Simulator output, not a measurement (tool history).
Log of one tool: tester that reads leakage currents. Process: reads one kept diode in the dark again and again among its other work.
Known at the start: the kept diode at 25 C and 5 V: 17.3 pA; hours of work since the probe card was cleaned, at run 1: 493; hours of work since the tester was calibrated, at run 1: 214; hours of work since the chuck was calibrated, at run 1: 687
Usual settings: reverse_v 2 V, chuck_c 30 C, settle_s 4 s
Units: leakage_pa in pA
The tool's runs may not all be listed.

run	hour	reverse_v	chuck_c	settle_s	hours of work since the probe card was cleaned	hours of work since the tester was calibrated	hours of work since the chuck was calibrated	leakage_pa
1	0	2	30	4	493	214	687	21.75
2	170.6	2	30	4	590	310	784	22.02
3	264.4	2	30	5.27	643	364	837	22.25
4	377.5	2	30	5.27	707	428	902	22.35
5	526.2	2	30	5.27	791	512	986	22.56
6	652	2	30	5.27	863	584	1057	22.82
7	794.7	2	30	4	944	665	1138	23.09
8	940.4	2	42	4	1026	747	1221	63.43
9	1107.2	2	30	4	1121	842	1316	23.54
10	1208.9	2	30	0.48	1179	900	1373	24.4
11	1317.6	1.88	30	0.48	1240	961	1435	23.99
12	1405.9	2	30	4.75	1291	1011	1485	24.2
13	1525.1	2	30	4	1358	1079	1553	24.37
14	1652.1	2	30	4	1430	1151	1625	24.5
15	1769.4	2	30	4	1497	1218	1691	24.77
16	1891.4	2	30	2.94	1566	1287	1761	24.93
17	1972.5	2	30	2.94	1612	1333	1807	25.11
18	2076.3	2	30	2.94	1671	1392	1866	25.37
# hour 2117.1: chuck's temperature calibrated
19	2179.8	1.72	30	4	1729	1449	36	21.54
20	2316.6	1.72	30	4	1806	1527	113	21.83
21	2395.2	4.8	30	1.02	1851	1572	158	36.43
22	2549.1	4.8	30	1.02	1938	1659	245	37.05
23	2645.1	4.8	30	1.02	1993	1713	300	37.11
24	2784.3	1.99	60	1.02	2072	1792	379	252.13
# hour 2811.9: probe card cleaned and baked
25	2883.6	3.11	30	0.45	41	1847	433	25.15
26	3013.7	3.11	30	0.45	115	1921	507	25.15
27	3103.3	1.32	30	5.02	165	1972	558	17.82
28	3284.7	4.03	20	4.91	268	2075	661	11.45
29	3457.1	10.8	55	4	366	2173	759	320.43
30	3636.7	5.21	26	3.38	468	2274	861	22.87
# hour 3673.6: tester calibrated
31	3744.4	14.35	26	1.81	528	40	921	38.52
32	3878.8	14.35	26	1.81	604	116	997	39.7
33	4006.1	2.5	30	4	677	189	1069	25.08
34	4102.1	15.51	30	4	731	243	1124	56.74
35	4238.9	5.9	50	0.85	809	321	1201	185.33
36	4394.3	5.9	50	0.85	897	409	1289	186.61
37	4578.6	17.39	30	0.8	1001	514	1394	68.08
38	4686.4	2	39	3.88	1063	575	1455	50.95
39	4763.7	2	39	3.88	1106	619	1499	51.25
40	4840	2	39	3.88	1150	662	1542	51.64

How the hidden state differs across the entries between the runs, from the last listed run before each to the first after it:
Between runs 18 and 19: chuck's temperature calibrated (hour 2117.1)
  stray current of the dirty probe card, pA a volt: 1.555 -> 1.619; current scale over the true one, %: -1.67 -> -1.73; true chuck temperature over the reading, C: 1.34 -> 0.15
  measured less the result without the state, leakage_pa: +5.26 -> +2.63 pA
Between runs 24 and 25: probe card cleaned and baked (hour 2811.9)
  stray current of the dirty probe card, pA a volt: 1.933 -> 0.06; current scale over the true one, %: -2.08 -> -2.14; true chuck temperature over the reading, C: 0.41 -> 0.45
  measured less the result without the state, leakage_pa: +6.19 -> +0.56 pA
Between runs 30 and 31: tester calibrated (hour 3673.6)
  stray current of the dirty probe card, pA a volt: 0.446 -> 0.496; current scale over the true one, %: -2.61 -> -0.1; true chuck temperature over the reading, C: 0.76 -> 0.81
  measured less the result without the state, leakage_pa: +3.06 -> +8.99 pA
